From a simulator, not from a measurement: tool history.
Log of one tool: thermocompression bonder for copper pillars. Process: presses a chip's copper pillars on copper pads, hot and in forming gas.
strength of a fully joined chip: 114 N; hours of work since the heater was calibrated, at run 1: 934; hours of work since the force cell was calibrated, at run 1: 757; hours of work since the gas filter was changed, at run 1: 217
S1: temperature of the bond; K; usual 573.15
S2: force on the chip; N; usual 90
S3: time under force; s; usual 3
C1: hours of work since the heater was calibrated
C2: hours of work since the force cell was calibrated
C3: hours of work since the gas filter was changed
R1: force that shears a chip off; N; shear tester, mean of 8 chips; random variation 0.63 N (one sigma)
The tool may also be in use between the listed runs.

run   hour      S1   S2  S3   C1    C2   C3     R1
  1    0.0  573.15   90   3  934   757  217   67.3
  2   31.2  593.15   90   3  951   773  233   78.7
  3   50.4  593.15   90   3  961   783  243   78.1
      71.8  -- heater calibrated with a thermocouple chip
  4   83.0  593.15   90   3    6   799  259   86.3
  5  105.6  594.15   90   3   18   810  271   86.0
  6  122.5  593.15   90   3   26   819  279   85.6
  7  153.7  573.15   60   3   43   835  296   50.8
  8  189.9  573.15   90   3   61   854  315   72.9
  9  226.3  573.15   90   3   80   873  333   73.5
 10  248.4  573.15   90   3   92   885  345   72.1
 11  263.7  573.15   90   3  100   893  353   71.9
 12  299.1  573.15   90   3  118   911  371   72.7
 13  328.9  573.15   90   4  134   927  387   77.3
 14  359.6  573.15   69   3  150   942  403   57.3
 15  386.8  573.15   69   3  164   957  417   56.3
     391.2  -- forming gas filter changed
 16  408.2  573.15   69   3  175   967    9   58.4
 17  425.8  573.15   90   3  184   977   18   73.1
 18  460.7  573.15   90   3  202   995   36   72.9
 19  479.5  595.15  111   4  212  1005   46  100.9
 20  501.7  595.15   96   4  223  1016   57   93.8
 21  526.7  553.15   75   9  236  1029   70   71.6
 22  557.8  586.15   72   2  252  1045   87   58.3
     561.0  -- force cell calibrated
 23  588.5  586.15   73   2  268    14  102   58.0
 24  604.3  576.15  129   2  276    22  110   85.1
 25  635.9  601.15   73   8  292    39  126   94.5
 26  653.8  601.15   73   8  301    48  136   92.2
     665.2  -- force cell calibrated, once more
 27  675.9  593.15   72   2  312     6  146   66.1
 28  705.8  593.15   72   2  328    21  162   65.6
 29  721.8  593.15   72   2  336    29  170   64.8
 30  757.6  550.15   86   3  355    48  189   57.8
 31  779.0  577.15   86   7  366    59  200   90.3
 32  812.2  577.15   86   7  383    76  217   90.3
 33  828.1  581.15   66   3  391    85  226   61.5
 34  848.6  558.15  116   7  402    95  236   94.5
 35  882.5  573.15   90   5  420   113  254   83.3

Measured less the same run without the tool's hidden state. The same run-to-run variation is in both; the gauge's scatter may not be:
The hidden state here: true temperature of the bond over the reading, C; force that reaches the chip, % of what is set; oxide that the forming gas leaves, % of the face; drift of the gauge itself on shear_n, %.
run     R1
  1  -12.5
  2  -11.8
  3  -11.9
  4   -5.1
  5   -5.3
  6   -5.5
  7   -5.0
  8   -6.1
  9   -6.7
 10   -6.7
 11   -6.9
 12   -7.3
 13   -7.6
 14   -7.4
 15   -7.5
 16   -5.8
 17   -6.0
 18   -6.4
 19   -4.2
 20   -5.3
 21   -7.2
 22   -7.1
 23   -8.6
 24   -8.3
 25   -7.5
 26   -7.6
 27   -3.6
 28   -3.9
 29   -4.0
 30   -4.6
 31   -4.5
 32   -4.8
 33   -5.0
 34   -4.9
 35   -5.8

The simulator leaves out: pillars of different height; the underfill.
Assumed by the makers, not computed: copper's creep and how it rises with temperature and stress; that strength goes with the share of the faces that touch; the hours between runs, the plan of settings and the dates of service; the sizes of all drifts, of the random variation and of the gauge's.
